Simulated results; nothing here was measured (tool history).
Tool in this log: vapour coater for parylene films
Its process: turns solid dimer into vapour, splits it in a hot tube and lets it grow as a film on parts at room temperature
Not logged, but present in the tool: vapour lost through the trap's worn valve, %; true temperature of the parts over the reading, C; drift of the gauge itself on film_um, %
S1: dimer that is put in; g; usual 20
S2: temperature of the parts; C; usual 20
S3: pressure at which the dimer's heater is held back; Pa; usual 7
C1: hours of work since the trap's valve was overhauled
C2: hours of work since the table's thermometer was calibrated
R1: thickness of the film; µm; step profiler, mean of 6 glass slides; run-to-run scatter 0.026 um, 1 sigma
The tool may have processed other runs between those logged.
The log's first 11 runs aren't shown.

Run 12, day 4.571: usual settings but S1 22 g; C1 486; C2 156. Result: R1 4.41 µm.
Run 13, day 5.162: usual settings but S3 4.8 Pa; C1 493; C2 162. Result: R1 4.09 µm.
Run 14, day 5.879: usual settings but S3 4.8 Pa; C1 500; C2 170. Result: R1 4.07 µm.
Run 15, day 6.279: usual settings but S3 5.72 Pa; C1 504; C2 174. Result: R1 4.04 µm.
Run 16, day 6.896: usual settings but S3 5.72 Pa; C1 511; C2 181. Result: R1 4.02 µm.
Run 17, day 7.358: usual settings but S3 5.72 Pa; C1 516; C2 186. Result: R1 3.99 µm.
Run 18, day 8.038: usual settings but S3 5.72 Pa; C1 523; C2 193. Result: R1 4.05 µm.
Run 19, day 8.746: usual settings but S3 5.72 Pa; C1 531; C2 201. Result: R1 4.02 µm.
Run 20, day 9.354: usual settings but S3 5.72 Pa; C1 537; C2 207. Result: R1 4.03 µm.
Run 21, day 9.729: usual settings but S3 5.72 Pa; C1 541; C2 211. Result: R1 4.04 µm.
Run 22, day 10.442: usual settings; C1 549; C2 219. Result: R1 3.93 µm.
Run 23, day 10.825: usual settings but S1 36 g, S3 10.42 Pa; C1 553; C2 223. Result: R1 6.81 µm.
Run 24, day 11.158: usual settings but S1 36 g, S3 10.42 Pa; C1 556; C2 226. Result: R1 6.84 µm.
Run 25, day 11.758: usual settings but S1 36 g, S3 10.42 Pa; C1 563; C2 233. Result: R1 6.91 µm.
Run 26, day 12.154: usual settings but S1 10 g, S2 24 C, S3 5.26 Pa; C1 567; C2 237. Result: R1 1.7 µm.
At day 12.238: table's thermometer calibrated.
Run 27, day 12.667: usual settings but S2 15 C, S3 3.04 Pa; C1 572; C2 5. Result: R1 5.12 µm.
Run 28, day 13.062: usual settings but S3 9.3 Pa; C1 576; C2 9. Result: R1 3.89 µm.
Run 29, day 13.683: usual settings but S3 9.3 Pa; C1 583; C2 15. Result: R1 3.85 µm.

Expected results for the next run?
Run 30, day 14.296: usual settings but S3 9.3 Pa; C1 589; C2 22. Result: R1 ?.

Run 30 gave R1 3.81 µm.
On a tool with no hidden condition, and with the same random variation, this run would have come out at R1 4.13 µm.
